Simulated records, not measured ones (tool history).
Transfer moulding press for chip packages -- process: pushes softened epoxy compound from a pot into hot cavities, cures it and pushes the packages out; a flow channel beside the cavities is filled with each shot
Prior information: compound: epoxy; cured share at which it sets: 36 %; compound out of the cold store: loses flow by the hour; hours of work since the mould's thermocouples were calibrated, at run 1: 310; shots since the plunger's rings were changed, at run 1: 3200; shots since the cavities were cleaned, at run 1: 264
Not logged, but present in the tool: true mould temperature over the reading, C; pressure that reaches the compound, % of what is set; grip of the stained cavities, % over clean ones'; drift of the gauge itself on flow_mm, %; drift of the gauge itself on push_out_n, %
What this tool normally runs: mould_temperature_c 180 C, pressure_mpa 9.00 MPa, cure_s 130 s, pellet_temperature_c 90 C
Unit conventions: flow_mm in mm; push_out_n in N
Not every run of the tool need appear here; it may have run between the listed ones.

run	hour	mould_temperature_c	pressure_mpa	cure_s	pellet_temperature_c	hours of work since the mould's thermocouples were calibrated	shots since the plunger's rings were changed	shots since the cavities were cleaned	incoming compound's hours out of the cold store	flow_mm	push_out_n
1	0.0	180	9.00	130	90	310	3200	264	40.6	637	435
2	10.2	180	9.00	130	90	317	3302	366	18.4	697	471
# hour 14.7: mould's thermocouples calibrated
# hour 20.6: cavities cleaned with cleaning compound and waxed
3	20.6	180	9.00	130	90	3	3372	0	14.8	708	500
4	31.5	180	9.00	130	90	10	3481	109	45.3	620	516
5	38.5	180	9.00	130	90	14	3552	180	44.3	627	503
# hour 41.1: cavities cleaned with cleaning compound and waxed, once more
6	51.0	180	8.82	130	90	22	3663	99	35.3	637	377
7	57.8	180	8.82	130	90	26	3731	167	37.4	633	398
8	62.3	180	8.82	130	90	29	3777	213	18.2	694	412
9	67.1	180	9.00	130	90	32	3825	261	20.9	677	450
10	77.7	180	9.00	130	90	39	3932	368	27.0	666	476
# hour 85.8: cavities cleaned with cleaning compound and waxed
11	90.1	180	9.00	130	90	46	4041	43	23.7	673	349
12	95.3	180	9.00	130	90	49	4094	96	33.4	645	378
13	102.1	183	9.00	130	90	54	4162	164	41.2	619	356
14	110.2	182	8.63	120	89	59	4244	246	16.0	678	445
15	117.2	176	8.28	116	97	64	4315	317	37.7	616	662
16	128.4	181	9.00	129	90	71	4427	429	13.3	699	461
# hour 130.9: cavities cleaned with cleaning compound and waxed
17	139.2	181	9.00	129	90	77	4521	84	27.9	656	371
18	149.1	187	10.83	112	86	83	4621	184	39.2	678	395
19	157.1	180	9.00	132	80	89	4702	265	29.7	659	429
20	164.6	173	9.00	132	86	93	4777	340	45.4	625	621
21	173.4	178	10.28	117	86	99	4865	428	24.6	721	652
# hour 175.8: cavities cleaned with cleaning compound and waxed
22	181.2	176	10.02	161	81	103	4929	55	41.9	659	348
23	188.7	175	8.57	114	82	108	5004	130	23.7	667	714
24	198.8	186	9.00	167	88	115	5106	232	25.4	655	354
25	205.6	180	7.84	130	98	119	5174	300	38.0	588	441
26	210.4	180	7.84	130	98	122	5223	349	34.0	591	455

Forecast each of these 3 alternatives for the next run:
A	218.1	180	9.00	130	92	127	5300	426	26.1	?	?
B	218.1	175	7.07	130	96	127	5300	426	32.0	?	?
C	218.1	176	7.84	130	100	127	5300	426	45.0	?	?

run	flow_mm	push_out_n
A	660	492
B	578	612
C	576	544
The same runs, with their run-to-run variation unchanged, on a tool lacking any hidden condition would have given:
run	flow_mm	push_out_n
A	690	350
B	605	433
C	603	384
